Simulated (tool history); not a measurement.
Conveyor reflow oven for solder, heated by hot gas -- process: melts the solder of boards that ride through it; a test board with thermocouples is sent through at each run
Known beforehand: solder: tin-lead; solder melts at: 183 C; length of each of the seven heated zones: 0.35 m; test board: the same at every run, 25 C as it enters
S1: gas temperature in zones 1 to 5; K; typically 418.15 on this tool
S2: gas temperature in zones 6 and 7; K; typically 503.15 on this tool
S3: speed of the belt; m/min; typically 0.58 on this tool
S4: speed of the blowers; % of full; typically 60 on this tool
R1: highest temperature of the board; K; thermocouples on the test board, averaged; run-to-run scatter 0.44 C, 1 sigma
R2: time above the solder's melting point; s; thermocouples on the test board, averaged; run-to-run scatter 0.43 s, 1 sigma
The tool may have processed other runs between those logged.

run 1 hour=0 | S1=418.15 S2=503.15 S3=0.58 S4=60 | R1=480.75 R2=48
run 2 hour=41.5 | S1=418.15 S2=503.15 S3=0.58 S4=60 | R1=480.75 R2=48.1
run 3 hour=69.7 | S1=418.15 S2=503.15 S3=0.58 S4=60 | R1=480.85 R2=47.9
run 4 hour=121.2 | S1=418.15 S2=503.15 S3=0.58 S4=60 | R1=478.85 R2=48.6
run 5 hour=157.6 | S1=423.15 S2=503.15 S3=0.58 S4=60 | R1=481.65 R2=51
run 6 hour=216.9 | S1=418.15 S2=503.15 S3=0.58 S4=60 | R1=479.95 R2=46.5
run 7 hour=268.4 | S1=418.15 S2=511.15 S3=0.58 S4=60 | R1=485.95 R2=54
run 8 hour=297.7 | S1=418.15 S2=503.15 S3=0.58 S4=60 | R1=480.35 R2=47
run 9 hour=325.1 | S1=418.15 S2=503.15 S3=0.58 S4=60 | R1=479.85 R2=48
run 10 hour=376.3 | S1=418.15 S2=503.15 S3=0.58 S4=60 | R1=480.65 R2=47.3
run 11 hour=403.4 | S1=418.15 S2=503.15 S3=0.58 S4=60 | R1=479.55 R2=47.2
run 12 hour=445 | S1=427.15 S2=503.15 S3=0.58 S4=60 | R1=481.75 R2=54.3
run 13 hour=471.2 | S1=418.15 S2=503.15 S3=0.58 S4=60 | R1=479.15 R2=46.6
run 14 hour=506.9 | S1=418.15 S2=503.15 S3=0.58 S4=60 | R1=479.75 R2=46.3
run 15 hour=563.7 | S1=418.15 S2=503.15 S3=0.58 S4=60 | R1=478.85 R2=46.1
run 16 hour=593.9 | S1=418.15 S2=503.15 S3=0.476 S4=85 | R1=488.25 R2=70.4
run 17 hour=636.7 | S1=424.15 S2=503.15 S3=0.56 S4=60 | R1=481.45 R2=52.7
run 18 hour=675.4 | S1=422.15 S2=503.15 S3=0.58 S4=60 | R1=480.15 R2=48.3

What does the tool deliver on the next run?
run 19 hour=736.3 | S1=422.15 S2=503.15 S3=0.58 S4=60 | R1=? R2=?

Run 19 came out at R1 478.85 K, R2 48.2 s.
Were there no unlogged condition in the tool, this run, its random variation unchanged, would have produced R1 483.75 K, R2 52.3 s.
